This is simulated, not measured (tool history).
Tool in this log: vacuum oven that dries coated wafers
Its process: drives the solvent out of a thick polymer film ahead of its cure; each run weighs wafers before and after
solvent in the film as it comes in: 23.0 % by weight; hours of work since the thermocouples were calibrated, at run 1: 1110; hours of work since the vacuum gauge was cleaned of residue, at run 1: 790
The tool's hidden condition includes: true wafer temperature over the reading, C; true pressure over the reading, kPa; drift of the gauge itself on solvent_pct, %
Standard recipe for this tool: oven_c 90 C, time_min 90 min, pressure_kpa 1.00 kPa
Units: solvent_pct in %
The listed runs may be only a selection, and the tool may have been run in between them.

run	hour	oven_c	time_min	pressure_kpa	hours of work since the thermocouples were calibrated	hours of work since the vacuum gauge was cleaned of residue	solvent_pct
1	0.0	90	90	1.00	1110	790	2.45
2	22.5	90	90	1.00	1126	806	2.35
3	43.3	90	90	1.00	1141	820	2.54
4	58.2	90	90	1.00	1151	831	2.44
5	79.5	90	90	3.27	1166	846	4.78
6	98.4	90	90	3.27	1179	859	4.77
7	121.6	90	90	3.27	1195	875	4.60
8	133.5	86	90	1.00	1204	883	3.21
9	152.5	86	90	1.00	1217	896	3.34
10	173.3	90	90	1.00	1231	911	2.40
11	188.3	90	90	3.94	1242	921	5.55
12	201.4	90	90	3.94	1251	931	5.50
13	219.4	90	90	0.77	1264	943	2.24
14	232.6	90	62	1.00	1273	952	3.97
15	244.9	105	90	1.00	1281	961	1.02
16	259.5	90	90	1.00	1292	971	2.51
17	277.0	90	90	1.00	1304	983	2.57
18	303.9	90	90	1.19	1323	1002	2.74
# hour 306.9: vacuum gauge cleaned of residue and calibrated
19	329.9	90	90	1.19	1340	16	2.79
# hour 341.9: oven's thermocouples calibrated
20	350.8	78	90	1.00	6	29	4.83
21	373.0	90	90	1.00	22	45	2.09
22	399.0	90	90	1.00	40	63	2.13
23	420.0	90	90	1.00	55	78	2.38
24	447.8	90	90	1.00	74	97	2.13
25	461.7	103	159	2.89	84	107	2.13
# hour 472.9: vacuum gauge cleaned of residue and calibrated, once more
26	480.8	85	159	2.14	96	6	2.76
27	496.6	78	92	0.68	107	17	3.49
28	508.4	91	128	0.74	115	25	0.77
29	532.7	91	128	0.74	132	42	0.88
30	551.7	91	128	0.74	145	55	0.81
31	579.7	93	63	1.00	165	75	2.41
32	602.3	101	63	1.17	181	90	1.44
33	627.1	84	153	0.91	198	108	1.53
34	639.3	80	60	0.91	207	116	5.83
35	659.7	80	60	0.91	221	130	5.83
36	687.3	80	60	0.91	240	150	5.73
37	711.5	85	112	1.41	257	167	2.56
38	740.3	98	90	0.56	277	187	0.83
39	764.0	101	71	3.69	294	203	2.79
40	793.0	77	105	2.11	314	223	5.46
41	812.3	85	82	2.75	327	237	5.04
42	833.2	85	108	1.05	342	252	2.16
43	855.1	81	90	2.28	357	267	5.26
44	882.0	96	90	1.00	376	286	1.24

For each run, the measured value with the value that run would have given without the tool's hidden condition subtracted. The run-to-run variation is shared by both, the gauge scatter possibly not:
run	solvent_pct
1	+0.68
2	+0.68
3	+0.70
4	+0.70
5	+0.90
6	+0.91
7	+0.91
8	+0.92
9	+0.95
10	+0.78
11	+1.03
12	+1.04
13	+0.77
14	+0.99
15	+0.35
16	+0.83
17	+0.84
18	+0.86
19	+0.96
20	+0.65
21	+0.46
22	+0.49
23	+0.51
24	+0.51
25	+0.34
26	+0.01
27	+0.02
28	+0.01
29	+0.03
30	+0.03
31	+0.06
32	+0.04
33	+0.07
34	+0.13
35	+0.15
36	+0.17
37	+0.14
38	+0.08
39	+0.12
40	+0.29
41	+0.26
42	+0.22
43	+0.31
44	+0.15
